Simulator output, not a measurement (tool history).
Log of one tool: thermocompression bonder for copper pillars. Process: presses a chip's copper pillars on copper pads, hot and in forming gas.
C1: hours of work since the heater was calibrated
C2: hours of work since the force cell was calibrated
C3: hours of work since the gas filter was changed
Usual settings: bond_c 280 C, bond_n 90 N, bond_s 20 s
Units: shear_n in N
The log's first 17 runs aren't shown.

run 18 hour=749.2 | bond_c=271 bond_n=90 bond_s=20 | C1=493 C2=1157 C3=35 | shear_n=64.2
run 19 hour=794.6 | bond_c=280 bond_n=90 bond_s=20 | C1=513 C2=1178 C3=56 | shear_n=71.5
-- hour=823.5 heater calibrated with a thermocouple chip
run 20 hour=856.4 | bond_c=280 bond_n=90 bond_s=20 | C1=15 C2=1205 C3=83 | shear_n=77.7
run 21 hour=888.3 | bond_c=280 bond_n=90 bond_s=20 | C1=30 C2=1220 C3=98 | shear_n=77.5
run 22 hour=930.0 | bond_c=293 bond_n=104 bond_s=11 | C1=49 C2=1239 C3=117 | shear_n=80.0
run 23 hour=966.2 | bond_c=303 bond_n=63 bond_s=11 | C1=65 C2=1256 C3=133 | shear_n=70.1
run 24 hour=1026.0 | bond_c=296 bond_n=121 bond_s=17 | C1=93 C2=1283 C3=161 | shear_n=98.4
run 25 hour=1069.0 | bond_c=291 bond_n=90 bond_s=38 | C1=112 C2=1303 C3=180 | shear_n=99.4
run 26 hour=1109.7 | bond_c=276 bond_n=62 bond_s=20 | C1=131 C2=1321 C3=199 | shear_n=58.3
run 27 hour=1159.9 | bond_c=292 bond_n=62 bond_s=20 | C1=154 C2=1344 C3=222 | shear_n=71.9
run 28 hour=1221.4 | bond_c=265 bond_n=90 bond_s=12 | C1=182 C2=1372 C3=250 | shear_n=49.7
run 29 hour=1249.2 | bond_c=265 bond_n=54 bond_s=12 | C1=195 C2=1385 C3=263 | shear_n=34.8
run 30 hour=1299.2 | bond_c=291 bond_n=90 bond_s=20 | C1=218 C2=1408 C3=286 | shear_n=84.0
run 31 hour=1361.5 | bond_c=291 bond_n=90 bond_s=20 | C1=246 C2=1436 C3=314 | shear_n=85.9
-- hour=1388.0 forming gas filter changed
run 32 hour=1418.9 | bond_c=291 bond_n=90 bond_s=20 | C1=272 C2=1462 C3=14 | shear_n=85.3
run 33 hour=1464.6 | bond_c=265 bond_n=133 bond_s=20 | C1=293 C2=1483 C3=35 | shear_n=75.8
run 34 hour=1527.5 | bond_c=284 bond_n=91 bond_s=10 | C1=322 C2=1512 C3=64 | shear_n=64.0
run 35 hour=1568.5 | bond_c=284 bond_n=91 bond_s=10 | C1=341 C2=1531 C3=83 | shear_n=64.6
run 36 hour=1599.9 | bond_c=284 bond_n=91 bond_s=10 | C1=355 C2=1545 C3=97 | shear_n=63.3
run 37 hour=1634.9 | bond_c=284 bond_n=91 bond_s=10 | C1=371 C2=1561 C3=113 | shear_n=63.5
run 38 hour=1700.6 | bond_c=265 bond_n=58 bond_s=47 | C1=401 C2=1591 C3=143 | shear_n=61.6
run 39 hour=1762.2 | bond_c=294 bond_n=96 bond_s=40 | C1=429 C2=1619 C3=171 | shear_n=103.7
run 40 hour=1818.3 | bond_c=254 bond_n=76 bond_s=12 | C1=455 C2=1645 C3=197 | shear_n=35.9

4 ways to go on from here, each from the tool as it stands after run 40. What would each give?
run A hour=1867.6 | bond_c=281 bond_n=90 bond_s=20 | C1=477 C2=1668 C3=219 | shear_n=?
run B hour=1867.6 | bond_c=273 bond_n=76 bond_s=34 | C1=477 C2=1668 C3=219 | shear_n=?
run C hour=1867.6 | bond_c=265 bond_n=126 bond_s=26 | C1=477 C2=1668 C3=219 | shear_n=?
run D hour=1867.6 | bond_c=280 bond_n=76 bond_s=20 | C1=477 C2=1668 C3=219 | shear_n=?

run=A shear_n=74.3
run=B shear_n=71.3
run=C shear_n=77.5
run=D shear_n=66.0
Without the tool's hidden state the same runs would have given:
run=A shear_n=76.3
run=B shear_n=73.3
run=C shear_n=79.7
run=D shear_n=67.8

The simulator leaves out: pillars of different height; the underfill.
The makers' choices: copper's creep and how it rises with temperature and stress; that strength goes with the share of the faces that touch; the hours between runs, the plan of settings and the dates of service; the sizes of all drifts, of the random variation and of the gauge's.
